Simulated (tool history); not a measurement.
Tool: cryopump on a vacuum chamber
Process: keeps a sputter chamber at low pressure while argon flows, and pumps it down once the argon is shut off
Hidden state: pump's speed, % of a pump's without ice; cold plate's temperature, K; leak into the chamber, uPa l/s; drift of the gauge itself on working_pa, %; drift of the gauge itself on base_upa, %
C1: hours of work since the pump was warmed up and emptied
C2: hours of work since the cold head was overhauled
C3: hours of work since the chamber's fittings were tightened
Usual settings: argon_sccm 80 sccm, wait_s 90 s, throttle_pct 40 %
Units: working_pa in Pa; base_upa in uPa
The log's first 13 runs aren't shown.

{"hour": 441.8, "done": "pump warmed up, emptied and cooled again"}
{"run": 14, "hour": 479.0, "argon_sccm": 80, "wait_s": 47, "throttle_pct": 40, "C1": 27, "C2": 1428, "C3": 2600, "working_pa": 0.1516, "base_upa": 2.26}
{"run": 15, "hour": 504.6, "argon_sccm": 80, "wait_s": 90, "throttle_pct": 40, "C1": 45, "C2": 1446, "C3": 2619, "working_pa": 0.1516, "base_upa": 1.68}
{"run": 16, "hour": 540.5, "argon_sccm": 80, "wait_s": 90, "throttle_pct": 40, "C1": 71, "C2": 1472, "C3": 2644, "working_pa": 0.1506, "base_upa": 1.65}
{"run": 17, "hour": 582.3, "argon_sccm": 80, "wait_s": 90, "throttle_pct": 40, "C1": 100, "C2": 1502, "C3": 2674, "working_pa": 0.1513, "base_upa": 1.71}
{"run": 18, "hour": 622.8, "argon_sccm": 108, "wait_s": 90, "throttle_pct": 25, "C1": 129, "C2": 1531, "C3": 2703, "working_pa": 0.3264, "base_upa": 1.77}
{"run": 19, "hour": 643.9, "argon_sccm": 108, "wait_s": 90, "throttle_pct": 25, "C1": 145, "C2": 1546, "C3": 2718, "working_pa": 0.3267, "base_upa": 1.73}
{"run": 20, "hour": 683.0, "argon_sccm": 59, "wait_s": 276, "throttle_pct": 17, "C1": 172, "C2": 1574, "C3": 2746, "working_pa": 0.2627, "base_upa": 1.31}
{"run": 21, "hour": 707.1, "argon_sccm": 59, "wait_s": 276, "throttle_pct": 17, "C1": 190, "C2": 1591, "C3": 2763, "working_pa": 0.2621, "base_upa": 1.32}
{"run": 22, "hour": 737.1, "argon_sccm": 66, "wait_s": 59, "throttle_pct": 40, "C1": 211, "C2": 1612, "C3": 2785, "working_pa": 0.1258, "base_upa": 2.12}
{"run": 23, "hour": 776.9, "argon_sccm": 38, "wait_s": 42, "throttle_pct": 40, "C1": 240, "C2": 1641, "C3": 2813, "working_pa": 0.0736, "base_upa": 2.51}
{"run": 24, "hour": 801.5, "argon_sccm": 80, "wait_s": 167, "throttle_pct": 39, "C1": 257, "C2": 1658, "C3": 2831, "working_pa": 0.1577, "base_upa": 1.51}
{"run": 25, "hour": 832.6, "argon_sccm": 80, "wait_s": 167, "throttle_pct": 39, "C1": 279, "C2": 1681, "C3": 2853, "working_pa": 0.1582, "base_upa": 1.5}
{"run": 26, "hour": 870.3, "argon_sccm": 80, "wait_s": 51, "throttle_pct": 31, "C1": 306, "C2": 1708, "C3": 2880, "working_pa": 0.1992, "base_upa": 2.33}
{"run": 27, "hour": 913.9, "argon_sccm": 97, "wait_s": 259, "throttle_pct": 40, "C1": 338, "C2": 1739, "C3": 2911, "working_pa": 0.1863, "base_upa": 1.51}
{"run": 28, "hour": 944.1, "argon_sccm": 97, "wait_s": 259, "throttle_pct": 24, "C1": 359, "C2": 1760, "C3": 2933, "working_pa": 0.3097, "base_upa": 1.41}
{"run": 29, "hour": 980.5, "argon_sccm": 69, "wait_s": 64, "throttle_pct": 40, "C1": 385, "C2": 1786, "C3": 2959, "working_pa": 0.1337, "base_upa": 2.09}
{"run": 30, "hour": 1001.9, "argon_sccm": 69, "wait_s": 64, "throttle_pct": 40, "C1": 400, "C2": 1802, "C3": 2974, "working_pa": 0.1343, "base_upa": 2.14}
{"run": 31, "hour": 1023.6, "argon_sccm": 69, "wait_s": 64, "throttle_pct": 40, "C1": 416, "C2": 1817, "C3": 2990, "working_pa": 0.1342, "base_upa": 2.15}
{"run": 32, "hour": 1043.7, "argon_sccm": 67, "wait_s": 41, "throttle_pct": 40, "C1": 430, "C2": 1832, "C3": 3004, "working_pa": 0.1315, "base_upa": 2.69}
{"run": 33, "hour": 1073.8, "argon_sccm": 80, "wait_s": 90, "throttle_pct": 18, "C1": 452, "C2": 1853, "C3": 3026, "working_pa": 0.3398, "base_upa": 1.94}
{"run": 34, "hour": 1094.6, "argon_sccm": 80, "wait_s": 90, "throttle_pct": 18, "C1": 467, "C2": 1868, "C3": 3040, "working_pa": 0.3403, "base_upa": 1.87}

4 ways to go on from here, each from the tool as it stands after run 34. What would each give?
{"run": "A", "hour": 1118.3, "argon_sccm": 83, "wait_s": 141, "throttle_pct": 57, "C1": 484, "C2": 1885, "C3": 3057, "working_pa": "?", "base_upa": "?"}
{"run": "B", "hour": 1118.3, "argon_sccm": 63, "wait_s": 99, "throttle_pct": 54, "C1": 484, "C2": 1885, "C3": 3057, "working_pa": "?", "base_upa": "?"}
{"run": "C", "hour": 1118.3, "argon_sccm": 49, "wait_s": 41, "throttle_pct": 28, "C1": 484, "C2": 1885, "C3": 3057, "working_pa": "?", "base_upa": "?"}
{"run": "D", "hour": 1118.3, "argon_sccm": 85, "wait_s": 90, "throttle_pct": 40, "C1": 484, "C2": 1885, "C3": 3057, "working_pa": "?", "base_upa": "?"}

run=A working_pa=0.1152 base_upa=1.7
run=B working_pa=0.0938 base_upa=1.82
run=C working_pa=0.1356 base_upa=2.77
run=D working_pa=0.1682 base_upa=1.92
Without the tool's hidden state the same runs would have given:
run=A working_pa=0.1081 base_upa=0.54
run=B working_pa=0.0883 base_upa=0.7
run=C working_pa=0.1314 base_upa=1.59
run=D working_pa=0.1608 base_upa=0.79
